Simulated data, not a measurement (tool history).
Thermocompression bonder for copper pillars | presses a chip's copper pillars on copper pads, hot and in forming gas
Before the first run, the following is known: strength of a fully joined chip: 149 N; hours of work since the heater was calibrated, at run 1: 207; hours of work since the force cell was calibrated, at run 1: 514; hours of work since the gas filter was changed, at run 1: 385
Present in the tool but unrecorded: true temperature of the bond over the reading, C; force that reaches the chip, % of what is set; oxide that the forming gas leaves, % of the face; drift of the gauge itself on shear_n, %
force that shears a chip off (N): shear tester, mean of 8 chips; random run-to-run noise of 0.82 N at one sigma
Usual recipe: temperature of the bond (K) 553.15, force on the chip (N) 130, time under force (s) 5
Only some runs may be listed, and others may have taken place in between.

run	hour	temperature of the bond (K)	force on the chip (N)	time under force (s)	hours of work since the heater was calibrated	hours of work since the force cell was calibrated	hours of work since the gas filter was changed	force that shears a chip off (N)
1	0.0	553.15	130	5	207	514	385	76.4
2	68.4	553.15	130	5	242	548	420	76.5
# hour 139.6: forming gas filter changed
3	160.4	553.15	130	5	289	595	11	77.8
4	248.6	553.15	130	5	333	640	55	76.9
5	307.0	553.15	130	5	363	669	85	75.9
6	369.9	553.15	130	5	395	701	117	77.7
# hour 445.0: force cell calibrated
7	464.3	567.15	130	5	442	10	164	88.9
8	533.2	523.15	130	5	477	45	199	52.9
9	616.4	523.15	130	5	519	87	241	50.6
10	690.5	553.15	130	5	557	125	279	77.8
11	766.2	553.15	130	5	595	163	317	75.8
12	862.8	553.15	130	5	644	212	366	76.9
13	940.1	553.15	125	5	683	251	405	75.4
14	994.2	569.15	130	5	711	279	433	91.3
# hour 1039.5: forming gas filter changed
15	1039.5	536.15	106	3	733	301	0	42.5
16	1110.5	563.15	121	7	769	337	36	92.2
17	1155.6	563.15	178	9	792	360	59	115.1
18	1230.1	547.15	86	3	830	398	97	43.3
19	1273.9	547.15	86	3	852	420	119	44.1
20	1357.7	561.15	159	11	895	463	161	115.1
21	1415.3	553.15	130	5	924	492	191	76.3
22	1486.6	538.15	145	10	960	528	227	85.6
23	1560.6	550.15	145	3	998	566	264	64.1
24	1602.8	569.15	138	3	1019	587	286	79.7
25	1693.3	571.15	130	6	1065	633	332	96.5
26	1767.5	571.15	130	6	1103	671	369	99.6

3 options for the next run, each taken on its own from the tool as it stands now. Forecast them:
A	1840.3	582.15	175	4	1140	707	406	?
B	1840.3	536.15	174	10	1140	707	406	?
C	1840.3	571.15	84	6	1140	707	406	?

run	force that shears a chip off (N)
A	108.5
B	92.6
C	75.8
With the hidden condition removed and each run's random variation left untouched, the same runs would have given:
run	force that shears a chip off (N)
A	109.1
B	93.3
C	76.4

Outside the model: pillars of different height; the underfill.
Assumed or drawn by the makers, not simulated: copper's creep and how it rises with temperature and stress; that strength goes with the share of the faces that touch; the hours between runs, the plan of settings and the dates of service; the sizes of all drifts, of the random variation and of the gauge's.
